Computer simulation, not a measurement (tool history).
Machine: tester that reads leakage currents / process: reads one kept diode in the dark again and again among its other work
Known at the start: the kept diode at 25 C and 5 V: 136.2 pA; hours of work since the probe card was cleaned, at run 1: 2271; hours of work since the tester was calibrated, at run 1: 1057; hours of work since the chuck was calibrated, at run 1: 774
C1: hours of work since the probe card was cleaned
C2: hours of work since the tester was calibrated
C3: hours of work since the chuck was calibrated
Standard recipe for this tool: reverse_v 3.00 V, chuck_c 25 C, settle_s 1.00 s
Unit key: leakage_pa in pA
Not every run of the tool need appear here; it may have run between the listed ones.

run 1 day=0.000 | reverse_v=3.00 chuck_c=25 settle_s=1.00 | C1=2271 C2=1057 C3=774 | leakage_pa=96.54
run 2 day=0.671 | reverse_v=3.00 chuck_c=25 settle_s=1.00 | C1=2283 C2=1069 C3=786 | leakage_pa=96.93
run 3 day=1.546 | reverse_v=3.00 chuck_c=25 settle_s=1.00 | C1=2299 C2=1085 C3=802 | leakage_pa=96.47
run 4 day=2.217 | reverse_v=3.00 chuck_c=25 settle_s=3.16 | C1=2311 C2=1097 C3=814 | leakage_pa=95.96
run 5 day=3.629 | reverse_v=3.00 chuck_c=25 settle_s=3.16 | C1=2337 C2=1123 C3=840 | leakage_pa=95.42
run 6 day=4.462 | reverse_v=3.00 chuck_c=24 settle_s=1.00 | C1=2352 C2=1138 C3=855 | leakage_pa=87.67
run 7 day=5.421 | reverse_v=3.00 chuck_c=25 settle_s=1.00 | C1=2369 C2=1155 C3=872 | leakage_pa=95.77
run 8 day=6.358 | reverse_v=3.00 chuck_c=25 settle_s=1.00 | C1=2386 C2=1172 C3=889 | leakage_pa=94.75
run 9 day=7.508 | reverse_v=3.00 chuck_c=25 settle_s=1.00 | C1=2407 C2=1193 C3=910 | leakage_pa=95.89
run 10 day=8.392 | reverse_v=3.00 chuck_c=59 settle_s=1.00 | C1=2423 C2=1209 C3=926 | leakage_pa=1577.85
-- day=9.662 probe card cleaned and baked
run 11 day=10.062 | reverse_v=3.00 chuck_c=59 settle_s=1.00 | C1=7 C2=1237 C3=954 | leakage_pa=1561.82
run 12 day=11.425 | reverse_v=3.00 chuck_c=59 settle_s=2.91 | C1=32 C2=1262 C3=979 | leakage_pa=1558.76
run 13 day=12.100 | reverse_v=16.58 chuck_c=35 settle_s=1.02 | C1=44 C2=1274 C3=991 | leakage_pa=509.07
run 14 day=13.333 | reverse_v=16.58 chuck_c=35 settle_s=1.02 | C1=67 C2=1296 C3=1013 | leakage_pa=508.72
run 15 day=14.404 | reverse_v=1.02 chuck_c=25 settle_s=0.39 | C1=86 C2=1316 C3=1033 | leakage_pa=54.56
run 16 day=15.458 | reverse_v=1.02 chuck_c=25 settle_s=0.39 | C1=105 C2=1335 C3=1052 | leakage_pa=54.12
run 17 day=16.196 | reverse_v=3.07 chuck_c=25 settle_s=9.42 | C1=118 C2=1348 C3=1065 | leakage_pa=91.59
run 18 day=17.183 | reverse_v=4.15 chuck_c=25 settle_s=1.18 | C1=136 C2=1366 C3=1083 | leakage_pa=105.63
run 19 day=18.408 | reverse_v=4.15 chuck_c=25 settle_s=1.18 | C1=159 C2=1388 C3=1105 | leakage_pa=105.47
run 20 day=19.675 | reverse_v=4.15 chuck_c=25 settle_s=1.18 | C1=182 C2=1411 C3=1128 | leakage_pa=105.23
run 21 day=20.417 | reverse_v=3.00 chuck_c=21 settle_s=5.18 | C1=195 C2=1425 C3=1142 | leakage_pa=60.91

Branching from run 21: 5 alternative next runs. What would each branch give?
run A day=21.250 | reverse_v=18.13 chuck_c=38 settle_s=1.00 | C1=210 C2=1440 C3=1157 | leakage_pa=?
run B day=21.250 | reverse_v=3.15 chuck_c=34 settle_s=6.05 | C1=210 C2=1440 C3=1157 | leakage_pa=?
run C day=21.250 | reverse_v=1.53 chuck_c=31 settle_s=2.30 | C1=210 C2=1440 C3=1157 | leakage_pa=?
run D day=21.250 | reverse_v=5.63 chuck_c=21 settle_s=5.18 | C1=210 C2=1440 C3=1157 | leakage_pa=?
run E day=21.250 | reverse_v=1.18 chuck_c=48 settle_s=5.18 | C1=210 C2=1440 C3=1157 | leakage_pa=?

run=A leakage_pa=673.02
run=B leakage_pa=204.45
run=C leakage_pa=111.63
run=D leakage_pa=82.30
run=E leakage_pa=417.68
Take away the tool's hidden state, keep each run's random variation, and the runs would have read:
run=A leakage_pa=796.79
run=B leakage_pa=243.65
run=C leakage_pa=133.53
run=D leakage_pa=99.28
run=E leakage_pa=490.46
